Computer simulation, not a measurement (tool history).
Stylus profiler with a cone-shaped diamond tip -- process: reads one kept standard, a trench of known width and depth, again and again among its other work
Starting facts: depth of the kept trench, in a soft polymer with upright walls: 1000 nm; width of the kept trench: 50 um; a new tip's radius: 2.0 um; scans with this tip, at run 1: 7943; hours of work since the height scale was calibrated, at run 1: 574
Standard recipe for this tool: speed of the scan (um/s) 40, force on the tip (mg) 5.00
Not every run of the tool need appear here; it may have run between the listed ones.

| run | hour | speed of the scan (um/s) | force on the tip (mg) | scans with this tip | hours of work since the height scale was calibrated | depth of the trench (angstrom) | width of the trench's floor (µm) |
|---|---|---|---|---|---|---|---|
| 1 | 0.0 | 40 | 5.00 | 7943 | 574 | 10231.0 | 45.29 |
| 2 | 88.6 | 40 | 5.00 | 8589 | 621 | 10229.0 | 45.21 |
| 3 | 185.0 | 40 | 5.85 | 9291 | 672 | 10259.0 | 45.12 |
| 4 | 240.8 | 43 | 5.85 | 9698 | 701 | 10253.8 | 45.04 |
| 5 | 329.5 | 43 | 5.85 | 10344 | 748 | 10253.3 | 44.96 |
| 6 | 423.2 | 43 | 5.85 | 11026 | 797 | 10253.2 | 44.88 |
| 7 | 491.8 | 43 | 5.85 | 11526 | 834 | 10253.2 | 44.75 |
| 8 | 542.9 | 43 | 2.83 | 11899 | 861 | 10150.3 | 44.65 |
| 9 | 636.5 | 43 | 2.83 | 12580 | 910 | 10150.4 | 44.54 |
| 10 | 757.9 | 43 | 2.83 | 13465 | 974 | 10143.5 | 44.50 |
| 11 | 862.1 | 43 | 2.83 | 14224 | 1029 | 10148.9 | 44.40 |
|  | 924.5 | height scale calibrated on a step standard |
| 12 | 954.3 | 43 | 2.83 | 14892 | 16 | 10161.0 | 44.27 |
| 13 | 1003.8 | 43 | 10.41 | 15253 | 42 | 10388.6 | 44.33 |
| 14 | 1074.9 | 43 | 10.41 | 15771 | 79 | 10387.1 | 44.26 |
| 15 | 1178.8 | 40 | 5.00 | 16527 | 134 | 10236.2 | 44.20 |
| 16 | 1240.4 | 40 | 5.00 | 16976 | 166 | 10235.0 | 44.14 |
| 17 | 1357.8 | 40 | 5.00 | 17831 | 228 | 10235.3 | 44.09 |
| 18 | 1414.6 | 40 | 5.00 | 18246 | 258 | 10233.2 | 43.98 |
| 19 | 1498.2 | 40 | 5.00 | 18854 | 302 | 10231.7 | 43.97 |
| 20 | 1599.0 | 40 | 5.00 | 19588 | 355 | 10231.0 | 43.86 |
| 21 | 1658.5 | 40 | 5.00 | 20022 | 387 | 10232.9 | 43.79 |
| 22 | 1733.8 | 40 | 5.00 | 20571 | 426 | 10229.6 | 43.77 |
| 23 | 1817.0 | 40 | 5.00 | 21177 | 470 | 10230.1 | 43.72 |
|  | 1866.7 | new tip fitted, height scale calibrated |
| 24 | 1890.8 | 101 | 10.31 | 176 | 13 | 10394.3 | 46.15 |
| 25 | 1960.3 | 101 | 10.31 | 682 | 49 | 10391.5 | 46.14 |
| 26 | 2080.8 | 101 | 12.21 | 1560 | 113 | 10436.1 | 45.98 |
| 27 | 2173.1 | 160 | 3.46 | 2232 | 161 | 10186.9 | 45.25 |
| 28 | 2272.3 | 107 | 3.07 | 2955 | 214 | 10173.1 | 45.36 |
| 29 | 2393.9 | 53 | 2.28 | 3841 | 278 | 10139.9 | 45.56 |
| 30 | 2481.5 | 46 | 3.09 | 4479 | 324 | 10172.3 | 45.58 |
| 31 | 2575.5 | 29 | 5.77 | 5164 | 373 | 10261.6 | 45.54 |
| 32 | 2630.1 | 29 | 5.77 | 5562 | 402 | 10261.4 | 45.55 |
| 33 | 2696.8 | 24 | 7.24 | 6048 | 437 | 10300.1 | 45.45 |
| 34 | 2786.0 | 108 | 1.69 | 6698 | 484 | 10111.3 | 44.62 |
| 35 | 2854.5 | 18 | 5.00 | 7197 | 520 | 10234.2 | 45.36 |
| 36 | 2957.7 | 18 | 8.14 | 7948 | 575 | 10325.1 | 45.21 |
| 37 | 3035.8 | 22 | 5.00 | 8518 | 616 | 10231.4 | 45.10 |
| 38 | 3144.9 | 22 | 5.00 | 9312 | 673 | 10233.9 | 45.02 |
| 39 | 3197.3 | 22 | 5.00 | 9694 | 701 | 10232.8 | 44.92 |
| 40 | 3297.1 | 25 | 5.00 | 10421 | 754 | 10230.0 | 44.90 |
| 41 | 3417.9 | 87 | 4.21 | 11301 | 817 | 10204.9 | 44.48 |
| 42 | 3485.6 | 87 | 4.21 | 11794 | 853 | 10203.2 | 44.44 |
| 43 | 3582.6 | 145 | 4.21 | 12501 | 904 | 10202.2 | 44.03 |
| 44 | 3653.3 | 61 | 2.34 | 13016 | 941 | 10131.7 | 44.26 |
| 45 | 3716.7 | 61 | 2.34 | 13478 | 975 | 10130.4 | 44.18 |
| 46 | 3774.3 | 152 | 3.78 | 13898 | 1005 | 10182.4 | 43.82 |

Measured result minus the same run's result without the hidden state. Both carry the same run-to-run variation, though not necessarily the same gauge scatter:
Unlogged tool condition in this case: radius of the tip, um; height scale over the true one, %; drift of the gauge itself on depth_nm, %; drift of the gauge itself on floor_um, %.
| run | depth of the trench (angstrom) | width of the trench's floor (µm) |
|---|---|---|
| 1 | -9.8 | -1.08 |
| 2 | -10.6 | -1.16 |
| 3 | -11.5 | -1.27 |
| 4 | -12.0 | -1.33 |
| 5 | -12.6 | -1.41 |
| 6 | -13.5 | -1.51 |
| 7 | -14.0 | -1.57 |
| 8 | -14.4 | -1.61 |
| 9 | -15.2 | -1.71 |
| 10 | -16.3 | -1.81 |
| 11 | -17.2 | -1.89 |
| 12 | -3.7 | -1.98 |
| 13 | -4.2 | -2.02 |
| 14 | -4.8 | -2.08 |
| 15 | -5.7 | -2.17 |
| 16 | -6.2 | -2.21 |
| 17 | -7.2 | -2.31 |
| 18 | -7.7 | -2.36 |
| 19 | -8.4 | -2.43 |
| 20 | -9.2 | -2.51 |
| 21 | -9.7 | -2.56 |
| 22 | -10.3 | -2.62 |
| 23 | -11.0 | -2.69 |
| 24 | +2.3 | -0.06 |
| 25 | +1.8 | -0.15 |
| 26 | +0.7 | -0.30 |
| 27 | -0.1 | -0.40 |
| 28 | -0.9 | -0.52 |
| 29 | -2.0 | -0.66 |
| 30 | -2.8 | -0.75 |
| 31 | -3.6 | -0.85 |
| 32 | -4.0 | -0.91 |
| 33 | -4.7 | -0.98 |
| 34 | -5.4 | -1.07 |
| 35 | -6.1 | -1.14 |
| 36 | -7.0 | -1.24 |
| 37 | -7.6 | -1.32 |
| 38 | -8.6 | -1.42 |
| 39 | -9.0 | -1.47 |
| 40 | -10.0 | -1.57 |
| 41 | -11.0 | -1.68 |
| 42 | -11.5 | -1.74 |
| 43 | -12.4 | -1.83 |
| 44 | -13.0 | -1.89 |
| 45 | -13.4 | -1.95 |
| 46 | -14.0 | -2.00 |
